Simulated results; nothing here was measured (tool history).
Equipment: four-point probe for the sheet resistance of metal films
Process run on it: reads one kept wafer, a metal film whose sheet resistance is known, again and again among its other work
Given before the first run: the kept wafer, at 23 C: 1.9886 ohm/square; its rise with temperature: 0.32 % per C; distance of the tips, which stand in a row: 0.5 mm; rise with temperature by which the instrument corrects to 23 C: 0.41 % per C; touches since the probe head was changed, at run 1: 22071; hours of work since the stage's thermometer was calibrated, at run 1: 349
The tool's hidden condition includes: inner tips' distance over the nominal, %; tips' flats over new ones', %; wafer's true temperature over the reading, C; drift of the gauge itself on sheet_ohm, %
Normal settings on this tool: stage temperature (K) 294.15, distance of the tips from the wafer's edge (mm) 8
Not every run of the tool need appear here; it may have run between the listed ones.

run     day  stage temperature (K)  distance of the tips from the wafer's edge (mm)  touches since the probe head was changed  hours of work since the stage's thermometer was calibrated  sheet resistance as the instrument gives it (ohm/square)
  1   0.000                 294.15                                                8                                     22071                                                         349                                                  2.000633
  2   1.867                 294.15                                                8                                     22629                                                         376                                                  2.000030
  3   3.583                 294.15                                                8                                     23141                                                         401                                                  2.000754
  4   5.446                 294.15                                                8                                     23697                                                         428                                                  2.000183
  5   7.304                 294.15                                                8                                     24251                                                         455                                                  2.000711
  6   8.754                 294.15                                                8                                     24684                                                         477                                                  2.000440
  7   9.829                 294.15                                                8                                     25005                                                         492                                                  2.000100
  8  12.133                 294.15                                                8                                     25692                                                         526                                                  1.999645
  9  14.400                 294.15                                                8                                     26369                                                         559                                                  1.999210
 10  16.688                 305.15                                               49                                     27051                                                         592                                                  1.976810
 11  18.179                 299.15                                               18                                     27496                                                         614                                                  1.987200
 12  19.721                 300.15                                               22                                     27956                                                         636                                                  1.984672
 13  22.258                 301.15                                                3                                     28714                                                         674                                                  2.011742
 14  23.946                 300.15                                               12                                     29217                                                         698                                                  1.986404
 15  26.421                 296.15                                               11                                     29956                                                         734                                                  1.994033
 16  28.538                 296.15                                               11                                     30587                                                         765                                                  1.994045
 17  30.946                 293.15                                               11                                     31306                                                         800                                                  1.999039

3 ways to go on from here, each from the tool as it stands after run 17. What would each give?
  A  32.454                 296.15                                                5                                     31756                                                         822                                                         ?
  B  32.454                 300.15                                               14                                     31756                                                         822                                                         ?
  C  32.454                 292.15                                                5                                     31756                                                         822                                                         ?

run  sheet resistance as the instrument gives it (ohm/square)
  A                                                  2.001913
  B                                                  1.985076
  C                                                  2.009313
With no hidden state in the tool, these same runs would have given:
run  sheet resistance as the instrument gives it (ohm/square)
  A                                                  1.999357
  B                                                  1.982531
  C                                                  2.006758

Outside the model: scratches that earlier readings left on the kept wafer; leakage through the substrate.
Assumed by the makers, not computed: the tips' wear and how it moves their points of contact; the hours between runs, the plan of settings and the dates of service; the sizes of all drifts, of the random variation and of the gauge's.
